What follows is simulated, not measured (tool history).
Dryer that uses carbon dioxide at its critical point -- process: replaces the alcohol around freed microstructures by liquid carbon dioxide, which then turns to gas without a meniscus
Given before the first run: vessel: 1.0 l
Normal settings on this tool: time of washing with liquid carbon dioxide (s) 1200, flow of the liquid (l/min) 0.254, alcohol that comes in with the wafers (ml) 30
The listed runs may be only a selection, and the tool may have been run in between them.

run,hour,time of washing with liquid carbon dioxide (s),flow of the liquid (l/min),alcohol that comes in with the wafers (ml),alcohol left in the vessel before it's heated (ppm by volume)
1,0.0,1200,0.254,30,411
2,15.3,1200,0.254,30,429
3,31.7,1200,0.254,30,423
4,40.8,1200,0.254,30,439
5,55.8,1200,0.254,26,407
6,69.2,1200,0.254,26,413
7,85.9,1200,0.254,26,417
8,103.8,1200,0.254,26,434
9,123.6,960,0.293,36,831
10,139.8,960,0.329,36,557
# hour 148.5: inlet filter changed
11,158.5,1620,0.292,44,50
12,173.8,1620,0.292,44,63
13,187.1,1860,0.240,32,80
14,205.3,1800,0.392,30,26
15,225.4,840,0.254,39,1563
16,235.7,1260,0.288,24,142

Here are 4 independent what-if runs from the current tool condition. What would each one return?
A,254.9,1200,0.411,45,?
B,254.9,1020,0.409,77,?
C,254.9,1260,0.388,24,?
D,254.9,1200,0.160,24,?

run,alcohol left in the vessel before it's heated (ppm by volume)
A,65
B,176
C,67
D,1459
What these runs would have given with no unlogged condition in the tool:
run,alcohol left in the vessel before it's heated (ppm by volume)
A,19
B,100
C,26
D,1231

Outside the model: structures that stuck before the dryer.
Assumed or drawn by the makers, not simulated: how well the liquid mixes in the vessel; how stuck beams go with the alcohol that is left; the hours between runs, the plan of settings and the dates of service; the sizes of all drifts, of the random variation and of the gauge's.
